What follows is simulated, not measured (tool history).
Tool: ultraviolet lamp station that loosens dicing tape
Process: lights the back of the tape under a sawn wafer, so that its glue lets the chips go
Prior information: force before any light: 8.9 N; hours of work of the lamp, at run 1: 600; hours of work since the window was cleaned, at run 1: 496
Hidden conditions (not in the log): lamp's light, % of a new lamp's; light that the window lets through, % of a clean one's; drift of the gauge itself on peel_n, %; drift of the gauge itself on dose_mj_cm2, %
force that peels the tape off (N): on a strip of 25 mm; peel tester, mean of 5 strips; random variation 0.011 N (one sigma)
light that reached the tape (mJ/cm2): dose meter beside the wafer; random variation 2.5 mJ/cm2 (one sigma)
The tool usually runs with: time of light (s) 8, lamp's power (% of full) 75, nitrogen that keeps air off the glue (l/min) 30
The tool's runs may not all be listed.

run	hour	time of light (s)	lamp's power (% of full)	nitrogen that keeps air off the glue (l/min)	hours of work of the lamp	hours of work since the window was cleaned	force that peels the tape off (N)	light that reached the tape (mJ/cm2)
1	0.0	8	75	30	600	496	0.928	226
2	20.0	8	75	30	612	508	0.932	226
3	32.9	8	75	30	620	516	0.907	222
4	47.3	8	75	30	628	525	0.973	222
5	64.2	8	75	30	639	535	0.965	221
6	78.0	8	79	30	647	543	0.860	229
7	102.6	8	79	30	662	558	0.878	226
8	128.1	8	90	30	677	573	0.670	263
9	144.3	8	90	30	687	583	0.685	260
# hour 146.0: window cleaned of glue's vapour
10	157.9	8	90	30	695	7	0.751	245
11	185.2	8	90	30	711	24	0.760	241
12	205.9	8	90	30	724	36	0.752	242
13	227.7	8	90	30	737	49	0.777	240
14	245.3	8	93	30	748	60	0.757	247
15	257.7	7	94	54	755	67	0.836	213
# hour 263.1: window cleaned of glue's vapour, once more
16	271.7	7	94	54	763	5	0.544	258
17	285.6	4	94	45	772	14	1.820	147
18	306.7	6	75	14	784	26	1.911	173

Estimate the outcome of run 19 from the log above:
19	333.2	4	64	9	800	42	?	?

{"run 19": {"force that peels the tape off (N)": 3.967, "light that reached the tape (mJ/cm2)": 96}}
The same run, on a tool lacking any hidden state, would have yielded force that peels the tape off (N) 3.187, light that reached the tape (mJ/cm2) 124.
